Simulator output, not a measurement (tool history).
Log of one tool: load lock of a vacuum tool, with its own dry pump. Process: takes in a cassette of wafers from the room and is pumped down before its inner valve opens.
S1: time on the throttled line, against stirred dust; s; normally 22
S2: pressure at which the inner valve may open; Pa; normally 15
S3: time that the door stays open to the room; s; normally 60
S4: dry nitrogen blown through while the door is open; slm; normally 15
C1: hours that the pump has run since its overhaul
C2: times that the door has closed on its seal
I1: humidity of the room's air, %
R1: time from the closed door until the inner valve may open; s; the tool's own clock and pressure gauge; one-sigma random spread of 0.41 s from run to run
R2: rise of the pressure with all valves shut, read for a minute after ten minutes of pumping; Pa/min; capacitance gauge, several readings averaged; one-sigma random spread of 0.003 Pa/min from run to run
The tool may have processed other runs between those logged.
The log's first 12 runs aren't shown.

Run 13, hour 2928.9: usual settings; C1 12233; C2 50544; I1 42.2. Result: R1 49.2 s, R2 0.253 Pa/min.
Run 14, hour 3153.2: usual settings but S4 5 slm; C1 12457; C2 51500; I1 44.1. Result: R1 48.3 s, R2 0.271 Pa/min.
Run 15, hour 3331.4: usual settings; C1 12636; C2 52260; I1 46.6. Result: R1 48.9 s, R2 0.272 Pa/min.
Run 16, hour 3542.9: usual settings; C1 12847; C2 53162; I1 44.8. Result: R1 48.3 s, R2 0.273 Pa/min.
Run 17, hour 3753.7: usual settings; C1 13058; C2 54061; I1 41.5. Result: R1 48.7 s, R2 0.277 Pa/min.
Run 18, hour 4110.1: usual settings but S2 16 Pa; C1 13414; C2 55581; I1 45.4. Result: R1 47.7 s, R2 0.296 Pa/min.
Run 19, hour 4364.6: usual settings but S2 16 Pa; C1 13669; C2 56666; I1 43.9. Result: R1 49.7 s, R2 0.297 Pa/min.
Run 20, hour 4570.6: usual settings but S2 16 Pa; C1 13875; C2 57544; I1 43.8. Result: R1 48.1 s, R2 0.315 Pa/min.
At hour 4667.3: door's seal changed, seat wiped.
Run 21, hour 4773.2: usual settings but S2 16 Pa, S3 104 s, S4 21 slm; C1 14076; C2 452; I1 44.1. Result: R1 48.7 s, R2 0.023 Pa/min.
Run 22, hour 5020.6: usual settings but S2 16 Pa, S3 104 s, S4 21 slm; C1 14323; C2 1507; I1 44.8. Result: R1 48.9 s, R2 0.025 Pa/min.
Run 23, hour 5226.1: usual settings but S2 14 Pa, S4 11 slm; C1 14529; C2 2383; I1 45.9. Result: R1 49.3 s, R2 0.035 Pa/min.
Run 24, hour 5547.5: usual settings but S1 13 s; C1 14850; C2 3754; I1 45.2. Result: R1 42.9 s, R2 0.021 Pa/min.
Run 25, hour 5871.3: usual settings but S1 13 s, S2 22 Pa, S3 81 s; C1 15174; C2 5135; I1 45.1. Result: R1 41.2 s, R2 0.035 Pa/min.
Run 26, hour 6054.6: usual settings but S1 12 s, S2 17 Pa, S3 81 s, S4 4 slm; C1 15357; C2 5916; I1 43.5. Result: R1 42.2 s, R2 0.051 Pa/min.
Run 27, hour 6216.4: usual settings but S1 12 s, S2 17 Pa, S3 81 s, S4 4 slm; C1 15519; C2 6606; I1 42. Result: R1 42 s, R2 0.057 Pa/min.
Run 28, hour 6513.8: usual settings but S1 12 s, S2 17 Pa, S3 81 s, S4 4 slm; C1 15817; C2 7874; I1 43.2. Result: R1 42.4 s, R2 0.052 Pa/min.
Run 29, hour 6848.9: usual settings but S1 32 s, S2 28 Pa, S3 106 s, S4 5 slm; C1 16152; C2 9303; I1 44.1. Result: R1 54.6 s, R2 0.057 Pa/min.
Run 30, hour 7115.2: usual settings but S4 36 slm; C1 16418; C2 10438; I1 41.4. Result: R1 50 s, R2 0.036 Pa/min.
Run 31, hour 7292: usual settings but S1 42 s, S2 27 Pa, S3 134 s, S4 29 slm; C1 16595; C2 11192; I1 43.6. Result: R1 62.6 s, R2 0.046 Pa/min.
Run 32, hour 7633.4: usual settings but S2 17 Pa, S4 5 slm; C1 16936; C2 12648; I1 43.6. Result: R1 49.7 s, R2 0.06 Pa/min.
Run 33, hour 7800.6: usual settings but S2 21 Pa, S4 5 slm; C1 17103; C2 13361; I1 49. Result: R1 48.4 s, R2 0.072 Pa/min.
Run 34, hour 8119.1: usual settings but S2 21 Pa, S4 5 slm; C1 17422; C2 14720; I1 46.4. Result: R1 48.3 s, R2 0.073 Pa/min.
Run 35, hour 8404.9: usual settings but S2 21 Pa, S4 5 slm; C1 17708; C2 15938; I1 45.3. Result: R1 48.6 s, R2 0.074 Pa/min.
Run 36, hour 8744.4: usual settings but S2 21 Pa, S4 5 slm; C1 18047; C2 17386; I1 44.3. Result: R1 49.1 s, R2 0.078 Pa/min.

Here are 3 independent what-if runs from the current tool condition. What would each one return?
Run A, hour 8970.4: usual settings but S2 22 Pa; C1 18273; C2 18349; I1 43.1. Result: R1 ?, R2 ?.
Run B, hour 8970.4: usual settings but S1 13 s, S2 19 Pa, S3 150 s, S4 5 slm; C1 18273; C2 18349; I1 43.4. Result: R1 ?, R2 ?.
Run C, hour 8970.4: usual settings but S1 25 s, S2 21 Pa, S4 5 slm; C1 18273; C2 18349; I1 46.3. Result: R1 ?, R2 ?.

run    R1     R2
  A  48.9  0.068
  B  43.1    0.1
  C  50.9  0.081
The same runs, with their run-to-run variation unchanged, on a tool lacking any hidden condition would have given:
run    R1     R2
  A  44.3  0.021
  B  37.9  0.051
  C  46.4  0.033

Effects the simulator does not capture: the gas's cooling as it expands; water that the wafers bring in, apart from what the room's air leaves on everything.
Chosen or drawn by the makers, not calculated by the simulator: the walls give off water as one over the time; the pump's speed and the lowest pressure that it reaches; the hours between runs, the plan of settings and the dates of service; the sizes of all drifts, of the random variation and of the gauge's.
